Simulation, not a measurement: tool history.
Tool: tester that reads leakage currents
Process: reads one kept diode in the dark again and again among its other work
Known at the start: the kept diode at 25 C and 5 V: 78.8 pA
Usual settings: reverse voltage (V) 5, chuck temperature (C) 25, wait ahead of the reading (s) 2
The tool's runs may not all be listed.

run	hour	reverse voltage (V)	chuck temperature (C)	wait ahead of the reading (s)	current that the tester gives (pA)
1	0	5	25	2	79.18
2	36.2	5	25	2	78.88
3	90.8	5	25	2	79.38
4	151.9	5	25	2	78.77
5	207.8	5	25	2	79.1
6	261.1	5	27	2	91.64
7	306	5	27	2	91.41

Run 8 comes next. What will it give?
8	351.6	1.2	25	2	?

{"run 8": {"current that the tester gives (pA)": 35.62}}
Without the tool's hidden state the same run would have given current that the tester gives (pA) 35.65.
